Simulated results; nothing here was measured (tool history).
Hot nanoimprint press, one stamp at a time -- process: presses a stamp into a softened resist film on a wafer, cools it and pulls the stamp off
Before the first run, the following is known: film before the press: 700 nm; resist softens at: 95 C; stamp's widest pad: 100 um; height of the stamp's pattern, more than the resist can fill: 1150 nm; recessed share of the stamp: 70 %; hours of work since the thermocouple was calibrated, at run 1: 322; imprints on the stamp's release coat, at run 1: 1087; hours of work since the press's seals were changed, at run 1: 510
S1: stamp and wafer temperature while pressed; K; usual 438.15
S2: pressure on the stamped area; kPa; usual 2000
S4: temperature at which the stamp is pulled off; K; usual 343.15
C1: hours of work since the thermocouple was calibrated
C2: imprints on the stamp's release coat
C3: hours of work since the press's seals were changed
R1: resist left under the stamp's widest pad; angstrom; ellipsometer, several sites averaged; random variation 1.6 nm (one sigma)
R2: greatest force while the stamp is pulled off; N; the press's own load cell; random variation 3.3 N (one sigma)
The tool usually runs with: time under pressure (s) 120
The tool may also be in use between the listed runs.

{"run": 1, "day": 0.0, "S1": 438.15, "S2": 2000, "time under pressure (s)": 120, "S4": 343.15, "C1": 322, "C2": 1087, "C3": 510, "R1": 2819, "R2": 152}
{"run": 2, "day": 0.629, "S1": 430.15, "S2": 2000, "time under pressure (s)": 120, "S4": 343.15, "C1": 331, "C2": 1116, "C3": 518, "R1": 3776, "R2": 163}
{"day": 1.008, "done": "stamp cleaned and given a new release coat"}
{"run": 3, "day": 1.483, "S1": 438.15, "S2": 2000, "time under pressure (s)": 120, "S4": 343.15, "C1": 338, "C2": 22, "C3": 526, "R1": 2818, "R2": 152}
{"run": 4, "day": 2.146, "S1": 438.15, "S2": 2000, "time under pressure (s)": 120, "S4": 337.15, "C1": 347, "C2": 52, "C3": 534, "R1": 2818, "R2": 177}
{"run": 5, "day": 3.133, "S1": 438.15, "S2": 2000, "time under pressure (s)": 120, "S4": 337.15, "C1": 359, "C2": 98, "C3": 547, "R1": 2838, "R2": 183}
{"run": 6, "day": 4.121, "S1": 438.15, "S2": 2000, "time under pressure (s)": 120, "S4": 343.15, "C1": 372, "C2": 143, "C3": 559, "R1": 2844, "R2": 156}
{"run": 7, "day": 4.571, "S1": 438.15, "S2": 2000, "time under pressure (s)": 120, "S4": 343.15, "C1": 378, "C2": 164, "C3": 565, "R1": 2814, "R2": 159}
{"run": 8, "day": 5.229, "S1": 438.15, "S2": 2000, "time under pressure (s)": 120, "S4": 343.15, "C1": 386, "C2": 194, "C3": 573, "R1": 2853, "R2": 153}
{"run": 9, "day": 5.938, "S1": 438.15, "S2": 2000, "time under pressure (s)": 120, "S4": 343.15, "C1": 395, "C2": 227, "C3": 582, "R1": 2866, "R2": 158}
{"run": 10, "day": 6.838, "S1": 438.15, "S2": 2000, "time under pressure (s)": 120, "S4": 343.15, "C1": 407, "C2": 269, "C3": 594, "R1": 2894, "R2": 157}
{"run": 11, "day": 7.821, "S1": 438.15, "S2": 2000, "time under pressure (s)": 120, "S4": 343.15, "C1": 419, "C2": 314, "C3": 606, "R1": 2873, "R2": 155}
{"run": 12, "day": 8.433, "S1": 438.15, "S2": 1860, "time under pressure (s)": 120, "S4": 343.15, "C1": 427, "C2": 342, "C3": 614, "R1": 2907, "R2": 156}
{"run": 13, "day": 9.279, "S1": 438.15, "S2": 2000, "time under pressure (s)": 120, "S4": 343.15, "C1": 438, "C2": 381, "C3": 625, "R1": 2866, "R2": 156}
{"run": 14, "day": 9.954, "S1": 438.15, "S2": 2000, "time under pressure (s)": 120, "S4": 343.15, "C1": 446, "C2": 412, "C3": 634, "R1": 2853, "R2": 157}
{"run": 15, "day": 10.658, "S1": 445.15, "S2": 1270, "time under pressure (s)": 120, "S4": 338.15, "C1": 455, "C2": 445, "C3": 643, "R1": 2823, "R2": 173}
{"run": 16, "day": 11.158, "S1": 438.15, "S2": 3130, "time under pressure (s)": 120, "S4": 343.15, "C1": 462, "C2": 468, "C3": 649, "R1": 2304, "R2": 153}
{"day": 11.367, "done": "plate thermocouple calibrated"}
{"run": 17, "day": 12.175, "S1": 431.15, "S2": 1340, "time under pressure (s)": 175, "S4": 343.15, "C1": 10, "C2": 509, "C3": 660, "R1": 3792, "R2": 159}
{"run": 18, "day": 12.779, "S1": 438.15, "S2": 2000, "time under pressure (s)": 171, "S4": 329.15, "C1": 18, "C2": 537, "C3": 668, "R1": 2497, "R2": 218}
{"run": 19, "day": 13.254, "S1": 438.15, "S2": 2000, "time under pressure (s)": 171, "S4": 329.15, "C1": 24, "C2": 559, "C3": 674, "R1": 2482, "R2": 210}
{"run": 20, "day": 14.104, "S1": 432.15, "S2": 2000, "time under pressure (s)": 120, "S4": 344.15, "C1": 35, "C2": 598, "C3": 685, "R1": 3578, "R2": 155}
{"run": 21, "day": 14.942, "S1": 432.15, "S2": 2000, "time under pressure (s)": 120, "S4": 344.15, "C1": 46, "C2": 637, "C3": 696, "R1": 3556, "R2": 156}
{"run": 22, "day": 15.571, "S1": 426.15, "S2": 2000, "time under pressure (s)": 120, "S4": 343.15, "C1": 54, "C2": 666, "C3": 704, "R1": 4391, "R2": 155}
{"run": 23, "day": 16.467, "S1": 426.15, "S2": 2000, "time under pressure (s)": 120, "S4": 343.15, "C1": 65, "C2": 707, "C3": 715, "R1": 4384, "R2": 157}

Run 24 is up next; what results do you expect?
{"run": 24, "day": 17.088, "S1": 440.15, "S2": 2000, "time under pressure (s)": 120, "S4": 332.15, "C1": 73, "C2": 736, "C3": 723, "R1": "?", "R2": "?"}

R1: 2685 angstrom
R2: 198 N
With no hidden state in the tool, this same run would have given R1 2631 angstrom, R2 195 N.
